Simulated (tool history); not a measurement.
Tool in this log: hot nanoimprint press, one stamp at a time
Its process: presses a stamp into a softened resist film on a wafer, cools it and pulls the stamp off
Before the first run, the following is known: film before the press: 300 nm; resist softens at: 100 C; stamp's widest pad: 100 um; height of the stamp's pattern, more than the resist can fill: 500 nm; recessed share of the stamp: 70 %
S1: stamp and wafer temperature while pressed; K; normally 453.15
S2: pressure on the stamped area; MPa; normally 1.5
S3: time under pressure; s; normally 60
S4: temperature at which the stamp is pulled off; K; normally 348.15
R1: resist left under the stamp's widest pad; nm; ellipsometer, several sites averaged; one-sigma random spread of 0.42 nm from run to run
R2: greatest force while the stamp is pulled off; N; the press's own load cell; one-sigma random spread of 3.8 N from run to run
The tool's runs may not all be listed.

{"run": 1, "day": 0.0, "S1": 453.15, "S2": 1.5, "S3": 60, "S4": 348.15, "R1": 129.5, "R2": 208}
{"run": 2, "day": 1.471, "S1": 453.15, "S2": 1.5, "S3": 60, "S4": 348.15, "R1": 130.4, "R2": 201}
{"run": 3, "day": 3.179, "S1": 453.15, "S2": 1.37, "S3": 60, "S4": 348.15, "R1": 134.4, "R2": 209}
{"run": 4, "day": 6.492, "S1": 453.15, "S2": 1.37, "S3": 60, "S4": 348.15, "R1": 135.7, "R2": 207}
{"run": 5, "day": 9.058, "S1": 453.15, "S2": 1.37, "S3": 60, "S4": 348.15, "R1": 136.2, "R2": 217}
{"run": 6, "day": 12.454, "S1": 453.15, "S2": 1.37, "S3": 60, "S4": 348.15, "R1": 137.5, "R2": 223}
{"run": 7, "day": 14.271, "S1": 453.15, "S2": 1.37, "S3": 60, "S4": 348.15, "R1": 137.4, "R2": 224}
{"day": 17.667, "done": "plate thermocouple calibrated"}
{"run": 8, "day": 17.667, "S1": 453.15, "S2": 1.37, "S3": 60, "S4": 348.15, "R1": 132.4, "R2": 222}
{"run": 9, "day": 20.804, "S1": 453.15, "S2": 1.5, "S3": 60, "S4": 348.15, "R1": 127.7, "R2": 229}
{"run": 10, "day": 22.212, "S1": 453.15, "S2": 1.5, "S3": 33, "S4": 348.15, "R1": 160.7, "R2": 232}
{"run": 11, "day": 25.562, "S1": 453.15, "S2": 1.5, "S3": 33, "S4": 351.15, "R1": 161.2, "R2": 209}
{"run": 12, "day": 27.138, "S1": 453.15, "S2": 1.5, "S3": 33, "S4": 351.15, "R1": 162.2, "R2": 213}
{"run": 13, "day": 30.154, "S1": 453.15, "S2": 1.24, "S3": 60, "S4": 348.15, "R1": 139.2, "R2": 233}
{"run": 14, "day": 32.9, "S1": 453.15, "S2": 1.5, "S3": 60, "S4": 348.15, "R1": 130.7, "R2": 234}
{"run": 15, "day": 35.792, "S1": 453.15, "S2": 1.5, "S3": 60, "S4": 348.15, "R1": 130.8, "R2": 240}
{"day": 38.35, "done": "press's hydraulic seals changed and the load cell set to zero"}
{"run": 16, "day": 38.917, "S1": 460.15, "S2": 1.5, "S3": 53, "S4": 341.15, "R1": 105.5, "R2": 299}
{"run": 17, "day": 40.942, "S1": 460.15, "S2": 2.29, "S3": 58, "S4": 341.15, "R1": 83.7, "R2": 291}
{"run": 18, "day": 43.1, "S1": 453.15, "S2": 2.38, "S3": 60, "S4": 343.15, "R1": 106.7, "R2": 284}
{"run": 19, "day": 45.138, "S1": 447.15, "S2": 1.5, "S3": 60, "S4": 346.15, "R1": 162.3, "R2": 277}
{"run": 20, "day": 48.175, "S1": 454.15, "S2": 1.5, "S3": 83, "S4": 346.15, "R1": 111, "R2": 275}
{"run": 21, "day": 49.75, "S1": 454.15, "S2": 1.5, "S3": 83, "S4": 346.15, "R1": 110.3, "R2": 273}
{"run": 22, "day": 52.525, "S1": 447.15, "S2": 1.5, "S3": 83, "S4": 346.15, "R1": 146.3, "R2": 266}
{"day": 53.933, "done": "plate thermocouple calibrated"}
{"run": 23, "day": 55.983, "S1": 453.15, "S2": 1.8, "S3": 68, "S4": 348.15, "R1": 111, "R2": 267}
{"day": 57.554, "done": "stamp cleaned and given a new release coat"}
{"run": 24, "day": 58.954, "S1": 453.15, "S2": 1.8, "S3": 68, "S4": 348.15, "R1": 111.1, "R2": 195}
{"run": 25, "day": 60.979, "S1": 456.15, "S2": 1.8, "S3": 68, "S4": 348.15, "R1": 99.1, "R2": 197}
{"run": 26, "day": 63.067, "S1": 456.15, "S2": 1.66, "S3": 115, "S4": 354.15, "R1": 81.3, "R2": 167}
{"run": 27, "day": 66.075, "S1": 456.15, "S2": 1.66, "S3": 115, "S4": 354.15, "R1": 82.4, "R2": 175}
{"run": 28, "day": 68.154, "S1": 453.15, "S2": 1.19, "S3": 60, "S4": 348.15, "R1": 140.5, "R2": 206}
{"run": 29, "day": 70.571, "S1": 453.15, "S2": 1.19, "S3": 60, "S4": 348.15, "R1": 141.1, "R2": 212}

Some steps in R1, run to run, broken into two amounts with sign: the step expected even without the hidden condition (settings, incoming material, random variation), and the rest, left for the hidden condition together with whatever gauge scatter is not in both the measured and the hidden-condition-free result:
The hidden state here: true temperature over the reading, C; pressure that arrives at the usual setting, %; grip of the stamp's worn release coat, % over a new coat's; drift of the gauge itself on residual_nm, %; drift of the gauge itself on pull_off_n, %.
Run 7 -> 8: plate thermocouple calibrated. R1 -5 nm: hidden state -6.5, all else +1.5.
Run 18 -> 19: S1 453.15 -> 447.15, S2 2.38 -> 1.5, S4 343.15 -> 346.15. R1 +55.6 nm: hidden state +1.8, all else +53.8.
Run 22 -> 23: S1 447.15 -> 453.15, S2 1.5 -> 1.8, S3 83 -> 68, S4 346.15 -> 348.15, plate thermocouple calibrated. R1 -35.3 nm: hidden state -7.4, all else -27.9.
Run 27 -> 28: S1 456.15 -> 453.15, S2 1.66 -> 1.19, S3 115 -> 60, S4 354.15 -> 348.15. R1 +58.1 nm: hidden state +0.9, all else +57.2.
